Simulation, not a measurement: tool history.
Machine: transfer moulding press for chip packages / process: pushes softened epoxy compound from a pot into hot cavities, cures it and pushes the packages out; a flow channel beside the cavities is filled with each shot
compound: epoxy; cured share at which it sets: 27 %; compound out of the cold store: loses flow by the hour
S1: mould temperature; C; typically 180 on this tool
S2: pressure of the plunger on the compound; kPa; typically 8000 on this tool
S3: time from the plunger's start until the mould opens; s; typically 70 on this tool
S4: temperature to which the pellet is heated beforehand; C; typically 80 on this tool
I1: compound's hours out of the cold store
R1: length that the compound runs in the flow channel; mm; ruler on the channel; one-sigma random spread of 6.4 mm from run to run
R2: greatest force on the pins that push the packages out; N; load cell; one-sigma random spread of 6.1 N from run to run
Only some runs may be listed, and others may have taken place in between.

run    hour   S1    S2  S3  S4    I1    R1   R2
  1       0  180  8000  70  80  13.1  1014  345
       44.7  -- cavities cleaned with cleaning compound and waxed
  2    44.9  180  8000  70  74  18.9   980  246
  3    74.9  180  8000  85  80  20.4   978  301
      105.3  -- cavities cleaned with cleaning compound and waxed
  4   114.3  182  8000  70  80    40   901  252
  5   158.5  182  8000  70  80  23.9   942  384
      165.2  -- cavities cleaned with cleaning compound and waxed
      176.6  -- plunger's sealing rings changed
  6   204.4  182  8000  70  80  44.6   915  344
      229.1  -- cavities cleaned with cleaning compound and waxed
  7   255.7  180  8000  70  80  24.5   974  377
        287  -- cavities cleaned with cleaning compound and waxed
  8   288.4  180  8000  57  80  28.7   946  402
      343.8  -- cavities cleaned with cleaning compound and waxed
  9   349.5  180  8000  57  80  27.1   957  453
 10   389.8  180  8000  57  80    39   905  634
      402.4  -- cavities cleaned with cleaning compound and waxed
      409.7  -- plunger's sealing rings changed
 11   452.1  180  8000  57  80  36.9   937  665
      463.1  -- cavities cleaned with cleaning compound and waxed
 12   486.7  180  8000  57  80  31.3   949  567
      521.6  -- cavities cleaned with cleaning compound and waxed
 13   521.6  180  8000  70  80  19.1   985  247
 14   569.2  180  8000  70  80  13.9  1004  432
      580.3  -- cavities cleaned with cleaning compound and waxed
 15   627.7  175  6120  63  76  33.8   808  771
      637.5  -- cavities cleaned with cleaning compound and waxed
      644.7  -- plunger's sealing rings changed
      651.3  -- mould's thermocouples calibrated
 16   689.9  183  6840  79  76  20.7   900  306
      699.2  -- cavities cleaned with cleaning compound and waxed
 17   727.7  183  6840  79  76    25   879  272
      756.2  -- cavities cleaned with cleaning compound and waxed
 18   771.8  174  8000  61  80  15.5  1000  690
 19   807.2  174  8000  61  80  37.6   932  819
      813.8  -- cavities cleaned with cleaning compound and waxed
 20     863  180  8000  70  80  19.7   955  397
      872.1  -- cavities cleaned with cleaning compound and waxed
      879.7  -- plunger's sealing rings changed
 21   928.4  180  8000  70  80  21.6   984  402
      934.4  -- cavities cleaned with cleaning compound and waxed
      992.1  -- cavities cleaned with cleaning compound and waxed
 22     995  180  6100  87  80  25.5   833  193
 23  1038.7  179  8240  84  90  36.6   944  310
     1052.3  -- cavities cleaned with cleaning compound and waxed
 24  1083.8  179  8240  84  90  22.9   965  308
     1112.6  -- plunger's sealing rings changed
     1114.1  -- cavities cleaned with cleaning compound and waxed
 25  1132.7  184  6370  76  85  24.4   864  263
     1175.1  -- cavities cleaned with cleaning compound and waxed
 26    1197  180  8770  70  80  23.5  1023  344
     1231.7  -- cavities cleaned with cleaning compound and waxed
 27  1251.3  173  7420  70  80  16.5   976  573

Each row is a separate what-if for the run after 27, all from the same tool condition, not one after another. Results?
  A  1280.1  173  8560  70  80  17.2   ?   ?
  B  1280.1  180  6510  70  80    44   ?   ?
  C  1280.1  180  7900  70  78  23.1   ?   ?

run    R1   R2
  A  1035  702
  B   805  387
  C   956  413
The same runs, with their run-to-run variation unchanged, on a tool lacking any hidden condition would have given:
run    R1   R2
  A  1076  392
  B   836  219
  C   994  232

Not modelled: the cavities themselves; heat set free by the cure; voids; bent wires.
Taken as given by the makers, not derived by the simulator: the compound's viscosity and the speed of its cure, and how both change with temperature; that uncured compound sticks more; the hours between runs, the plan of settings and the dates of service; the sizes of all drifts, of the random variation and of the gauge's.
